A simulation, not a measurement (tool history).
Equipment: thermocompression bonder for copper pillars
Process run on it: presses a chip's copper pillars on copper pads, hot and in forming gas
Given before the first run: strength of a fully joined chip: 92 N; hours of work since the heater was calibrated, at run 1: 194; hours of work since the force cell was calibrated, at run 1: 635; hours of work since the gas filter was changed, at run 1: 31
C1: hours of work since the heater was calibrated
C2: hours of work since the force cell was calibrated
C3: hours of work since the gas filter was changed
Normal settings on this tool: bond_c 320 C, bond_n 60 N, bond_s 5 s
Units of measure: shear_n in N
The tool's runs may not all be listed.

Run 1, hour 0: usual settings; C1 194; C2 635; C3 31. Result: shear_n 41.3 N.
Run 2, hour 102.1: usual settings; C1 264; C2 704; C3 100. Result: shear_n 40.2 N.
Run 3, hour 144: usual settings; C1 292; C2 733; C3 129. Result: shear_n 39.8 N.
Run 4, hour 222.7: usual settings but bond_c 306 C; C1 346; C2 787; C3 182. Result: shear_n 35.4 N.
Run 5, hour 293.7: usual settings but bond_c 306 C; C1 394; C2 835; C3 231. Result: shear_n 35.7 N.
Run 6, hour 362: usual settings but bond_c 306 C; C1 441; C2 881; C3 277. Result: shear_n 36.1 N.
Run 7, hour 424.2: usual settings; C1 483; C2 924; C3 320. Result: shear_n 39.5 N.
At hour 449.3: forming gas filter changed.
Run 8, hour 524.1: usual settings; C1 551; C2 991; C3 51. Result: shear_n 40.9 N.
Run 9, hour 580.8: usual settings; C1 590; C2 1030; C3 90. Result: shear_n 40.6 N.
Run 10, hour 666.5: usual settings; C1 648; C2 1088; C3 148. Result: shear_n 39.9 N.
Run 11, hour 733.7: usual settings; C1 694; C2 1134; C3 194. Result: shear_n 39.7 N.
Run 12, hour 802.6: usual settings; C1 741; C2 1181; C3 241. Result: shear_n 40.2 N.
Run 13, hour 854: usual settings but bond_n 37 N; C1 776; C2 1216; C3 276. Result: shear_n 27.2 N.
At hour 917.6: heater calibrated with a thermocouple chip.
At hour 919.1: force cell calibrated.
At hour 949.7: forming gas filter changed.
Run 14, hour 949.8: usual settings but bond_n 37 N; C1 21; C2 21; C3 0. Result: shear_n 28 N.
Run 15, hour 996.5: usual settings but bond_c 348 C, bond_n 37 N; C1 52; C2 52; C3 32. Result: shear_n 35.9 N.
Run 16, hour 1067.1: usual settings; C1 100; C2 100; C3 80. Result: shear_n 41.4 N.
Run 17, hour 1161.5: usual settings; C1 165; C2 165; C3 144. Result: shear_n 41.5 N.
Run 18, hour 1208.8: usual settings; C1 197; C2 197; C3 176. Result: shear_n 40.3 N.
Run 19, hour 1295.7: usual settings; C1 256; C2 256; C3 236. Result: shear_n 40.6 N.
Run 20, hour 1345.4: usual settings; C1 290; C2 290; C3 269. Result: shear_n 39.9 N.
Run 21, hour 1397.2: usual settings; C1 325; C2 325; C3 305. Result: shear_n 39.5 N.
At hour 1445.5: forming gas filter changed.
Run 22, hour 1488: usual settings; C1 387; C2 387; C3 29. Result: shear_n 43.3 N.
Run 23, hour 1578.5: usual settings; C1 448; C2 448; C3 91. Result: shear_n 42 N.
Run 24, hour 1637.7: usual settings but bond_n 80 N, bond_s 6 s; C1 489; C2 489; C3 131. Result: shear_n 54.6 N.
Run 25, hour 1721.9: usual settings but bond_n 80 N, bond_s 6 s; C1 546; C2 546; C3 188. Result: shear_n 52.4 N.
Run 26, hour 1808.2: usual settings but bond_n 80 N, bond_s 6 s; C1 605; C2 605; C3 247. Result: shear_n 52.1 N.
Run 27, hour 1905.5: usual settings but bond_n 70 N; C1 671; C2 671; C3 313. Result: shear_n 45.3 N.
At hour 1942.6: forming gas filter changed.
Run 28, hour 1964.3: usual settings but bond_n 45 N; C1 711; C2 711; C3 15. Result: shear_n 34.8 N.
Run 29, hour 2058.1: usual settings but bond_c 300 C, bond_n 66 N; C1 775; C2 775; C3 79. Result: shear_n 39 N.
At hour 2118.5: heater calibrated with a thermocouple chip.
Run 30, hour 2125.7: usual settings but bond_c 340 C, bond_n 37 N, bond_s 3 s; C1 5; C2 819; C3 123. Result: shear_n 25.5 N.
Run 31, hour 2217.3: usual settings but bond_n 37 N; C1 67; C2 882; C3 186. Result: shear_n 26.5 N.
Run 32, hour 2288.4: usual settings but bond_c 333 C, bond_n 54 N, bond_s 11 s; C1 116; C2 930; C3 234. Result: shear_n 50.6 N.
Run 33, hour 2370.1: usual settings but bond_n 68 N, bond_s 7 s; C1 171; C2 986; C3 290. Result: shear_n 47 N.
At hour 2440.1: forming gas filter changed.
Run 34, hour 2452.6: usual settings; C1 227; C2 1041; C3 9. Result: shear_n 40 N.
Run 35, hour 2504.8: usual settings but bond_c 314 C, bond_n 86 N; C1 263; C2 1077; C3 44. Result: shear_n 48.5 N.
Run 36, hour 2585.5: usual settings but bond_c 314 C, bond_n 86 N; C1 318; C2 1132; C3 99. Result: shear_n 48.1 N.
Run 37, hour 2629.5: usual settings but bond_c 347 C, bond_n 37 N; C1 348; C2 1162; C3 129. Result: shear_n 33.6 N.
Run 38, hour 2706.6: usual settings but bond_c 309 C, bond_n 82 N, bond_s 3 s; C1 400; C2 1214; C3 182. Result: shear_n 38 N.
At hour 2772.7: force cell calibrated.
Run 39, hour 2773.7: usual settings but bond_c 309 C, bond_n 82 N, bond_s 3 s; C1 445; C2 1; C3 226. Result: shear_n 40.3 N.

Hidden condition of the tool, last listed run before each entry between runs versus first listed run after:
From run 7 to run 8: forming gas filter changed (hour 449.3)
  true temperature of the bond over the reading, C: 6.2 -> 7.1; force that reaches the chip, % of what is set: 93.2 -> 92.7; oxide that the forming gas leaves, % of the face: 4.56 -> 1.24
  measured result minus the result with no hidden state, shear_n: -1.9 -> -0.4 N
From run 13 to run 14: heater calibrated with a thermocouple chip (hour 917.6); force cell calibrated (hour 919.1); forming gas filter changed (hour 949.7)
  true temperature of the bond over the reading, C: 10.2 -> 0.4; force that reaches the chip, % of what is set: 91.1 -> 99.7; oxide that the forming gas leaves, % of the face: 4.01 -> 0.68
  measured result minus the result with no hidden state, shear_n: -0.7 -> +0 N
From run 21 to run 22: forming gas filter changed (hour 1445.5)
  true temperature of the bond over the reading, C: 4.4 -> 5.3; force that reaches the chip, % of what is set: 97.5 -> 97; oxide that the forming gas leaves, % of the face: 4.5 -> 0.94
  measured result minus the result with no hidden state, shear_n: -1 -> +0.6 N
From run 27 to run 28: forming gas filter changed (hour 1942.6)
  true temperature of the bond over the reading, C: 9.1 -> 9.6; force that reaches the chip, % of what is set: 94.9 -> 94.7; oxide that the forming gas leaves, % of the face: 4.53 -> 0.76
  measured result minus the result with no hidden state, shear_n: -0.5 -> +1.2 N
From run 29 to run 30: heater calibrated with a thermocouple chip (hour 2118.5)
  true temperature of the bond over the reading, C: 10.5 -> -0.7; force that reaches the chip, % of what is set: 94.2 -> 93.9; oxide that the forming gas leaves, % of the face: 1.61 -> 2.19
  measured result minus the result with no hidden state, shear_n: +1.2 -> -2 N
From run 33 to run 34: forming gas filter changed (hour 2440.1)
  true temperature of the bond over the reading, C: 1.6 -> 2.4; force that reaches the chip, % of what is set: 92.6 -> 92.3; oxide that the forming gas leaves, % of the face: 4.34 -> 0.65
  measured result minus the result with no hidden state, shear_n: -3.8 -> -1.7 N
From run 38 to run 39: force cell calibrated (hour 2772.7)
  true temperature of the bond over the reading, C: 4.8 -> 5.5; force that reaches the chip, % of what is set: 91 -> 98.9; oxide that the forming gas leaves, % of the face: 2.93 -> 3.47
  measured result minus the result with no hidden state, shear_n: -2.1 -> +0.2 N

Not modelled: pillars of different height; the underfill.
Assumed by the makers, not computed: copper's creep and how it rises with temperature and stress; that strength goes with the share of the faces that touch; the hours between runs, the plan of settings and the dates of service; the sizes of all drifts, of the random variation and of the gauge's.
